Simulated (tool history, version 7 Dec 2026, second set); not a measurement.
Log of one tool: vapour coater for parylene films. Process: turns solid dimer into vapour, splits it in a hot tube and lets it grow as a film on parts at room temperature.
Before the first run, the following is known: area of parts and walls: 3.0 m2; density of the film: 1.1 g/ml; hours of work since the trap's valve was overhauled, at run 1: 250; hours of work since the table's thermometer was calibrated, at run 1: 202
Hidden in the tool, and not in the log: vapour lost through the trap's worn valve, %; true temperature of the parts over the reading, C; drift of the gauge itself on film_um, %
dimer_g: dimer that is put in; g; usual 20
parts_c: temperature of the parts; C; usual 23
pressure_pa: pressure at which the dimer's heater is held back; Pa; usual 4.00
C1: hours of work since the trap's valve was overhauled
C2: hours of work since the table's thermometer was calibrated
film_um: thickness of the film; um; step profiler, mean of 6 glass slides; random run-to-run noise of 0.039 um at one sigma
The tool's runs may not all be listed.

{"run": 1, "hour": 0.0, "dimer_g": 20, "parts_c": 23, "pressure_pa": 4.0, "C1": 250, "C2": 202, "film_um": 3.82}
{"run": 2, "hour": 34.6, "dimer_g": 20, "parts_c": 23, "pressure_pa": 4.0, "C1": 279, "C2": 232, "film_um": 3.82}
{"hour": 62.8, "done": "trap's valve overhauled"}
{"run": 3, "hour": 62.8, "dimer_g": 20, "parts_c": 23, "pressure_pa": 5.55, "C1": 0, "C2": 253, "film_um": 3.82}
{"run": 4, "hour": 91.3, "dimer_g": 20, "parts_c": 23, "pressure_pa": 4.0, "C1": 25, "C2": 277, "film_um": 4.08}
{"run": 5, "hour": 127.1, "dimer_g": 20, "parts_c": 23, "pressure_pa": 4.94, "C1": 56, "C2": 308, "film_um": 3.83}
{"run": 6, "hour": 144.0, "dimer_g": 20, "parts_c": 23, "pressure_pa": 4.94, "C1": 70, "C2": 323, "film_um": 3.94}
{"run": 7, "hour": 175.0, "dimer_g": 20, "parts_c": 34, "pressure_pa": 4.0, "C1": 97, "C2": 350, "film_um": 2.63}
{"run": 8, "hour": 208.2, "dimer_g": 20, "parts_c": 34, "pressure_pa": 4.0, "C1": 126, "C2": 378, "film_um": 2.64}
{"run": 9, "hour": 239.1, "dimer_g": 20, "parts_c": 23, "pressure_pa": 4.0, "C1": 152, "C2": 405, "film_um": 3.93}
{"run": 10, "hour": 267.4, "dimer_g": 20, "parts_c": 23, "pressure_pa": 4.78, "C1": 177, "C2": 430, "film_um": 3.78}
{"run": 11, "hour": 304.8, "dimer_g": 20, "parts_c": 23, "pressure_pa": 2.6, "C1": 209, "C2": 462, "film_um": 4.3}
{"run": 12, "hour": 338.8, "dimer_g": 20, "parts_c": 23, "pressure_pa": 2.6, "C1": 239, "C2": 491, "film_um": 4.22}
{"run": 13, "hour": 368.7, "dimer_g": 20, "parts_c": 23, "pressure_pa": 2.6, "C1": 265, "C2": 517, "film_um": 4.15}
{"run": 14, "hour": 403.6, "dimer_g": 20, "parts_c": 23, "pressure_pa": 2.6, "C1": 295, "C2": 547, "film_um": 4.19}
{"hour": 414.7, "done": "trap's valve overhauled"}
{"run": 15, "hour": 425.7, "dimer_g": 20, "parts_c": 31, "pressure_pa": 4.0, "C1": 10, "C2": 563, "film_um": 3.01}
{"run": 16, "hour": 458.8, "dimer_g": 20, "parts_c": 31, "pressure_pa": 4.0, "C1": 38, "C2": 592, "film_um": 2.97}
{"run": 17, "hour": 482.8, "dimer_g": 20, "parts_c": 33, "pressure_pa": 4.0, "C1": 59, "C2": 612, "film_um": 2.81}
{"run": 18, "hour": 510.1, "dimer_g": 20, "parts_c": 33, "pressure_pa": 4.0, "C1": 82, "C2": 636, "film_um": 2.75}
{"hour": 514.2, "done": "table's thermometer calibrated"}
{"run": 19, "hour": 536.4, "dimer_g": 20, "parts_c": 33, "pressure_pa": 4.0, "C1": 104, "C2": 19, "film_um": 2.75}
{"run": 20, "hour": 564.4, "dimer_g": 20, "parts_c": 33, "pressure_pa": 4.0, "C1": 129, "C2": 43, "film_um": 2.7}
{"run": 21, "hour": 588.5, "dimer_g": 20, "parts_c": 33, "pressure_pa": 4.0, "C1": 149, "C2": 64, "film_um": 2.69}
{"run": 22, "hour": 611.3, "dimer_g": 20, "parts_c": 33, "pressure_pa": 4.0, "C1": 169, "C2": 84, "film_um": 2.71}
{"run": 23, "hour": 638.8, "dimer_g": 20, "parts_c": 33, "pressure_pa": 4.0, "C1": 193, "C2": 108, "film_um": 2.65}
{"run": 24, "hour": 659.3, "dimer_g": 20, "parts_c": 33, "pressure_pa": 4.0, "C1": 211, "C2": 125, "film_um": 2.68}
{"hour": 663.0, "done": "table's thermometer calibrated, once more"}
{"run": 25, "hour": 681.5, "dimer_g": 20, "parts_c": 33, "pressure_pa": 4.0, "C1": 229, "C2": 16, "film_um": 2.63}
{"run": 26, "hour": 709.2, "dimer_g": 11, "parts_c": 16, "pressure_pa": 3.93, "C1": 253, "C2": 40, "film_um": 2.81}
{"run": 27, "hour": 737.3, "dimer_g": 10, "parts_c": 16, "pressure_pa": 3.93, "C1": 277, "C2": 64, "film_um": 2.53}
{"run": 28, "hour": 757.1, "dimer_g": 28, "parts_c": 15, "pressure_pa": 4.16, "C1": 294, "C2": 81, "film_um": 7.12}
{"hour": 769.2, "done": "trap's valve overhauled"}
{"run": 29, "hour": 798.8, "dimer_g": 28, "parts_c": 15, "pressure_pa": 4.16, "C1": 26, "C2": 114, "film_um": 7.58}
{"run": 30, "hour": 820.6, "dimer_g": 11, "parts_c": 23, "pressure_pa": 4.0, "C1": 45, "C2": 133, "film_um": 2.24}
{"run": 31, "hour": 844.6, "dimer_g": 14, "parts_c": 21, "pressure_pa": 5.59, "C1": 65, "C2": 154, "film_um": 2.86}
{"run": 32, "hour": 863.4, "dimer_g": 14, "parts_c": 21, "pressure_pa": 5.59, "C1": 81, "C2": 170, "film_um": 2.88}
{"run": 33, "hour": 902.3, "dimer_g": 20, "parts_c": 18, "pressure_pa": 7.49, "C1": 115, "C2": 203, "film_um": 4.24}
{"run": 34, "hour": 925.1, "dimer_g": 20, "parts_c": 29, "pressure_pa": 3.58, "C1": 135, "C2": 223, "film_um": 3.22}
{"run": 35, "hour": 956.4, "dimer_g": 13, "parts_c": 29, "pressure_pa": 7.05, "C1": 162, "C2": 250, "film_um": 1.77}
{"run": 36, "hour": 994.0, "dimer_g": 13, "parts_c": 22, "pressure_pa": 7.05, "C1": 194, "C2": 283, "film_um": 2.37}
{"run": 37, "hour": 1033.5, "dimer_g": 13, "parts_c": 22, "pressure_pa": 7.05, "C1": 229, "C2": 317, "film_um": 2.36}
{"run": 38, "hour": 1060.5, "dimer_g": 13, "parts_c": 22, "pressure_pa": 7.05, "C1": 252, "C2": 340, "film_um": 2.34}
{"run": 39, "hour": 1098.0, "dimer_g": 13, "parts_c": 16, "pressure_pa": 7.05, "C1": 284, "C2": 373, "film_um": 2.86}
{"hour": 1120.0, "done": "trap's valve overhauled"}
{"run": 40, "hour": 1133.7, "dimer_g": 13, "parts_c": 16, "pressure_pa": 7.05, "C1": 12, "C2": 400, "film_um": 3.05}
{"run": 41, "hour": 1171.8, "dimer_g": 20, "parts_c": 34, "pressure_pa": 2.07, "C1": 45, "C2": 433, "film_um": 3.12}
{"run": 42, "hour": 1197.0, "dimer_g": 20, "parts_c": 34, "pressure_pa": 2.07, "C1": 67, "C2": 455, "film_um": 3.02}
{"run": 43, "hour": 1219.5, "dimer_g": 20, "parts_c": 34, "pressure_pa": 2.07, "C1": 86, "C2": 474, "film_um": 3.03}
{"run": 44, "hour": 1240.6, "dimer_g": 20, "parts_c": 18, "pressure_pa": 2.59, "C1": 104, "C2": 493, "film_um": 5.27}
{"run": 45, "hour": 1278.2, "dimer_g": 10, "parts_c": 18, "pressure_pa": 5.36, "C1": 137, "C2": 525, "film_um": 2.23}
{"run": 46, "hour": 1307.9, "dimer_g": 34, "parts_c": 23, "pressure_pa": 4.0, "C1": 162, "C2": 551, "film_um": 6.67}
{"run": 47, "hour": 1345.8, "dimer_g": 9, "parts_c": 18, "pressure_pa": 3.03, "C1": 195, "C2": 584, "film_um": 2.22}
{"run": 48, "hour": 1373.7, "dimer_g": 20, "parts_c": 18, "pressure_pa": 7.19, "C1": 219, "C2": 608, "film_um": 4.16}

A few steps of film_um between consecutive runs. Split each: what settings, incoming material and random variation would produce without the hidden state, and what is left over for the hidden state, along with gauge scatter present in only one of the two compared results (measured, and without hidden state):
Run 2 -> 3: pressure_pa 4.00 -> 5.55, trap's valve overhauled. film_um +0.00 um: hidden state +0.30, all else -0.30.
Run 27 -> 28: dimer_g 10 -> 28, parts_c 16 -> 15, pressure_pa 3.93 -> 4.16. film_um +4.59 um: hidden state -0.36, all else +4.95.
Run 28 -> 29: trap's valve overhauled. film_um +0.46 um: hidden state +0.45, all else +0.01.
Run 29 -> 30: dimer_g 28 -> 11, parts_c 15 -> 23, pressure_pa 4.16 -> 4.00. film_um -5.34 um: hidden state +0.05, all else -5.39.
Run 46 -> 47: dimer_g 34 -> 9, parts_c 23 -> 18, pressure_pa 4.00 -> 3.03. film_um -4.45 um: hidden state +0.20, all else -4.65.
